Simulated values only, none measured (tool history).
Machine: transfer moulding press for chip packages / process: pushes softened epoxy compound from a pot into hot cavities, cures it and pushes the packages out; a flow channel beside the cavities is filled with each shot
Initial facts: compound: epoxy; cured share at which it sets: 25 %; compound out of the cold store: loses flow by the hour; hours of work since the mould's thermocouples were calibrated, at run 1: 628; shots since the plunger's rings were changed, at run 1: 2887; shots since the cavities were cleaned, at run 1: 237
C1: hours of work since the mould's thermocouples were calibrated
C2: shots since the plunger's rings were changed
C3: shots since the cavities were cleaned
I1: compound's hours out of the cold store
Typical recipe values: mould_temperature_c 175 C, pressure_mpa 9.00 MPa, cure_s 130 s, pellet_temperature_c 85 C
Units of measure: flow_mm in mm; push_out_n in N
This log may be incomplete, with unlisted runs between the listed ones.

run 1 hour=0.0 | mould_temperature_c=175 pressure_mpa=9.00 cure_s=130 pellet_temperature_c=85 | C1=628 C2=2887 C3=237 | I1=19.8 | flow_mm=870 push_out_n=309
run 2 hour=14.1 | mould_temperature_c=175 pressure_mpa=9.00 cure_s=130 pellet_temperature_c=85 | C1=636 C2=3001 C3=351 | I1=31.7 | flow_mm=799 push_out_n=309
run 3 hour=31.2 | mould_temperature_c=175 pressure_mpa=9.00 cure_s=130 pellet_temperature_c=87 | C1=645 C2=3139 C3=489 | I1=29.8 | flow_mm=812 push_out_n=336
-- hour=38.6 cavities cleaned with cleaning compound and waxed
run 4 hour=49.1 | mould_temperature_c=175 pressure_mpa=9.00 cure_s=130 pellet_temperature_c=82 | C1=653 C2=3272 C3=85 | I1=39.8 | flow_mm=756 push_out_n=373
run 5 hour=61.9 | mould_temperature_c=175 pressure_mpa=10.78 cure_s=130 pellet_temperature_c=82 | C1=660 C2=3376 C3=189 | I1=30.4 | flow_mm=879 push_out_n=386
run 6 hour=83.5 | mould_temperature_c=175 pressure_mpa=10.78 cure_s=130 pellet_temperature_c=82 | C1=672 C2=3550 C3=363 | I1=25.1 | flow_mm=932 push_out_n=425
run 7 hour=103.2 | mould_temperature_c=175 pressure_mpa=10.78 cure_s=130 pellet_temperature_c=82 | C1=682 C2=3710 C3=523 | I1=30.7 | flow_mm=879 push_out_n=412
-- hour=106.4 cavities cleaned with cleaning compound and waxed
run 8 hour=127.3 | mould_temperature_c=175 pressure_mpa=10.78 cure_s=130 pellet_temperature_c=82 | C1=694 C2=3893 C3=169 | I1=23.9 | flow_mm=930 push_out_n=283
-- hour=134.2 cavities cleaned with cleaning compound and waxed, once more
run 9 hour=146.4 | mould_temperature_c=175 pressure_mpa=9.00 cure_s=130 pellet_temperature_c=87 | C1=704 C2=4036 C3=99 | I1=11.0 | flow_mm=922 push_out_n=295
run 10 hour=171.0 | mould_temperature_c=175 pressure_mpa=9.00 cure_s=130 pellet_temperature_c=87 | C1=717 C2=4235 C3=298 | I1=14.9 | flow_mm=884 push_out_n=321
run 11 hour=185.7 | mould_temperature_c=175 pressure_mpa=9.00 cure_s=130 pellet_temperature_c=85 | C1=724 C2=4354 C3=417 | I1=34.9 | flow_mm=777 push_out_n=329
-- hour=202.0 cavities cleaned with cleaning compound and waxed
run 12 hour=214.8 | mould_temperature_c=175 pressure_mpa=6.85 cure_s=130 pellet_temperature_c=85 | C1=739 C2=4578 C3=104 | I1=17.8 | flow_mm=765 push_out_n=283
run 13 hour=240.9 | mould_temperature_c=175 pressure_mpa=7.36 cure_s=129 pellet_temperature_c=89 | C1=753 C2=4789 C3=315 | I1=9.8 | flow_mm=832 push_out_n=334
run 14 hour=262.8 | mould_temperature_c=175 pressure_mpa=7.05 cure_s=139 pellet_temperature_c=89 | C1=765 C2=4966 C3=492 | I1=31.4 | flow_mm=690 push_out_n=319
-- hour=270.5 cavities cleaned with cleaning compound and waxed
run 15 hour=286.9 | mould_temperature_c=175 pressure_mpa=7.05 cure_s=139 pellet_temperature_c=89 | C1=777 C2=5149 C3=132 | I1=28.6 | flow_mm=715 push_out_n=262
run 16 hour=312.9 | mould_temperature_c=171 pressure_mpa=8.26 cure_s=122 pellet_temperature_c=85 | C1=791 C2=5360 C3=343 | I1=35.1 | flow_mm=743 push_out_n=449
-- hour=322.4 mould's thermocouples calibrated
-- hour=339.8 cavities cleaned with cleaning compound and waxed
run 17 hour=341.1 | mould_temperature_c=171 pressure_mpa=8.26 cure_s=122 pellet_temperature_c=89 | C1=9 C2=5560 C3=11 | I1=28.5 | flow_mm=760 push_out_n=331
run 18 hour=354.6 | mould_temperature_c=177 pressure_mpa=7.17 cure_s=135 pellet_temperature_c=95 | C1=16 C2=5669 C3=120 | I1=23.5 | flow_mm=717 push_out_n=235
run 19 hour=369.9 | mould_temperature_c=175 pressure_mpa=8.45 cure_s=154 pellet_temperature_c=92 | C1=24 C2=5793 C3=244 | I1=38.5 | flow_mm=710 push_out_n=242
run 20 hour=385.5 | mould_temperature_c=175 pressure_mpa=8.45 cure_s=154 pellet_temperature_c=92 | C1=33 C2=5919 C3=370 | I1=10.6 | flow_mm=840 push_out_n=246
-- hour=408.5 cavities cleaned with cleaning compound and waxed
run 21 hour=415.5 | mould_temperature_c=175 pressure_mpa=8.45 cure_s=154 pellet_temperature_c=92 | C1=48 C2=6150 C3=57 | I1=31.7 | flow_mm=736 push_out_n=204

Each row is a separate what-if for the run after 21, all from the same tool condition, not one after another. Results?
-- hour=422.7 plunger's sealing rings changed
run A hour=446.0 | mould_temperature_c=175 pressure_mpa=8.45 cure_s=150 pellet_temperature_c=92 | C1=63 C2=188 C3=283 | I1=45.7 | flow_mm=? push_out_n=?
-- hour=422.7 plunger's sealing rings changed
run B hour=446.0 | mould_temperature_c=174 pressure_mpa=9.32 cure_s=160 pellet_temperature_c=85 | C1=63 C2=188 C3=283 | I1=20.7 | flow_mm=? push_out_n=?
-- hour=422.7 plunger's sealing rings changed
run C hour=446.0 | mould_temperature_c=168 pressure_mpa=8.45 cure_s=144 pellet_temperature_c=92 | C1=63 C2=188 C3=283 | I1=21.8 | flow_mm=? push_out_n=?
-- hour=422.7 plunger's sealing rings changed
run D hour=446.0 | mould_temperature_c=175 pressure_mpa=9.00 cure_s=111 pellet_temperature_c=85 | C1=63 C2=188 C3=283 | I1=25.4 | flow_mm=? push_out_n=?
-- hour=422.7 plunger's sealing rings changed
run E hour=446.0 | mould_temperature_c=180 pressure_mpa=9.00 cure_s=130 pellet_temperature_c=85 | C1=63 C2=188 C3=283 | I1=47.8 | flow_mm=? push_out_n=?

run=A flow_mm=719 push_out_n=256
run=B flow_mm=924 push_out_n=244
run=C flow_mm=892 push_out_n=348
run=D flow_mm=876 push_out_n=366
run=E flow_mm=720 push_out_n=244
What these runs would have given with no unlogged condition in the tool:
run=A flow_mm=724 push_out_n=211
run=B flow_mm=930 push_out_n=200
run=C flow_mm=898 push_out_n=287
run=D flow_mm=882 push_out_n=302
run=E flow_mm=725 push_out_n=199
